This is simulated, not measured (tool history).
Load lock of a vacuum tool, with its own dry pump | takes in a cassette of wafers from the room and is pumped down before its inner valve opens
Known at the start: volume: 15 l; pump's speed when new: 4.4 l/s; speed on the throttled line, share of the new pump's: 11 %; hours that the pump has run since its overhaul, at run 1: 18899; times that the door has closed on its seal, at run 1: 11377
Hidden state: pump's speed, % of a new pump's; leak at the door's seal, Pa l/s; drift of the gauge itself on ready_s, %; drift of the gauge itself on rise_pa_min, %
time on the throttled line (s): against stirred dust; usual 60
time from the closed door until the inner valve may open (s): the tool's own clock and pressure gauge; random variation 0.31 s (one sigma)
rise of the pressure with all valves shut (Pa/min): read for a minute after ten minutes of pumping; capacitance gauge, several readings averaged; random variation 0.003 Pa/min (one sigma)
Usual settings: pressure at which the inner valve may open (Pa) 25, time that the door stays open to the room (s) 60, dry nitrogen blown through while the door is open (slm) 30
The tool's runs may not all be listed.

run	hour	time on the throttled line (s)	pressure at which the inner valve may open (Pa)	time that the door stays open to the room (s)	dry nitrogen blown through while the door is open (slm)	hours that the pump has run since its overhaul	times that the door has closed on its seal	incoming humidity of the room's air, %	time from the closed door until the inner valve may open (s)	rise of the pressure with all valves shut (Pa/min)
1	0	60	25	60	30	18899	11377	46.1	85.4	0.139
2	339	60	25	60	30	19238	12275	46.1	85.1	0.146
3	752.7	60	25	36	30	19652	13371	44.2	84.5	0.14
4	1127.2	60	25	36	30	20026	14363	44.2	84.8	0.153
# hour 1159.6: dry pump taken out, an overhauled one fitted
5	1598.4	60	25	36	30	439	15596	46.6	81	0.174
6	1917.3	60	25	36	30	758	16441	46.8	81.4	0.184
7	2333.9	81	25	60	30	1174	17544	46.7	99.9	0.207
8	2590.4	60	25	68	7	1431	18224	45.5	81.9	0.268
9	2957.1	60	37	60	26	1797	19196	45.6	80.4	0.236
10	3277	60	37	60	26	2117	20043	43.6	79.8	0.246
11	3570.5	48	37	68	26	2411	20821	44.1	69.9	0.254
12	3802.5	109	25	60	30	2643	21436	43.9	125	0.255
13	4294.1	109	25	60	30	3135	22738	46.6	124.8	0.283

Forecast each of these 3 alternatives for the next run:
A	4589.4	60	36	139	16	3430	23520	45.3	?	?
B	4589.4	92	29	60	11	3430	23520	49	?	?
C	4589.4	109	25	60	16	3430	23520	48.4	?	?

run	time from the closed door until the inner valve may open (s)	rise of the pressure with all valves shut (Pa/min)
A	80.9	0.36
B	109.7	0.328
C	124.3	0.324
Without the tool's hidden state the same runs would have given:
run	time from the closed door until the inner valve may open (s)	rise of the pressure with all valves shut (Pa/min)
A	80.6	0.117
B	109.4	0.089
C	124.1	0.078

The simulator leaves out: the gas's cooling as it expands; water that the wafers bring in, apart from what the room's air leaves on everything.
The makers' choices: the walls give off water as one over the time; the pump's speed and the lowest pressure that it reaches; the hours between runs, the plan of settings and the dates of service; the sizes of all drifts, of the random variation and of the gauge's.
